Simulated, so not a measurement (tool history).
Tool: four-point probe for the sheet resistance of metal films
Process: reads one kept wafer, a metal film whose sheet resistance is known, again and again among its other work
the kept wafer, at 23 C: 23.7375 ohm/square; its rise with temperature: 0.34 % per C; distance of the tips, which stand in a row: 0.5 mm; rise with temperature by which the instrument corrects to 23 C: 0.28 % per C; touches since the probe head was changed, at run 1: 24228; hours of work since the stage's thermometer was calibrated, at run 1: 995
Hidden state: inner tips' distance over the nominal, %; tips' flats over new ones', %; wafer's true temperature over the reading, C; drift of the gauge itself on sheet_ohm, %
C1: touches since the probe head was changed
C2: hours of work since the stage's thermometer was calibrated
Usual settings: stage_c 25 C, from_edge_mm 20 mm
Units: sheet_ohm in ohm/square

run 1 hour=0.0 | stage_c=25 from_edge_mm=20 | C1=24228 C2=995 | sheet_ohm=23.798766
run 2 hour=27.8 | stage_c=25 from_edge_mm=20 | C1=25534 C2=1010 | sheet_ohm=23.796365
run 3 hour=79.7 | stage_c=25 from_edge_mm=4 | C1=27972 C2=1038 | sheet_ohm=23.992918
run 4 hour=139.5 | stage_c=25 from_edge_mm=25 | C1=30778 C2=1071 | sheet_ohm=23.795629
run 5 hour=180.0 | stage_c=25 from_edge_mm=25 | C1=32678 C2=1094 | sheet_ohm=23.805674
run 6 hour=227.7 | stage_c=18 from_edge_mm=25 | C1=34920 C2=1120 | sheet_ohm=23.721938
run 7 hour=274.6 | stage_c=30 from_edge_mm=20 | C1=37120 C2=1146 | sheet_ohm=23.887006
run 8 hour=325.7 | stage_c=30 from_edge_mm=20 | C1=39517 C2=1174 | sheet_ohm=23.893243
run 9 hour=373.2 | stage_c=30 from_edge_mm=20 | C1=41749 C2=1200 | sheet_ohm=23.901212
run 10 hour=403.2 | stage_c=25 from_edge_mm=20 | C1=43160 C2=1216 | sheet_ohm=23.837313

The next listed run, before its measurement:
run 11 hour=443.4 | stage_c=28 from_edge_mm=9 | C1=45047 C2=1238 | sheet_ohm=?

{"run 11": {"sheet_ohm": 23.914604}}
Without the tool's hidden state the same run would have given sheet_ohm 23.850826 ohm/square.

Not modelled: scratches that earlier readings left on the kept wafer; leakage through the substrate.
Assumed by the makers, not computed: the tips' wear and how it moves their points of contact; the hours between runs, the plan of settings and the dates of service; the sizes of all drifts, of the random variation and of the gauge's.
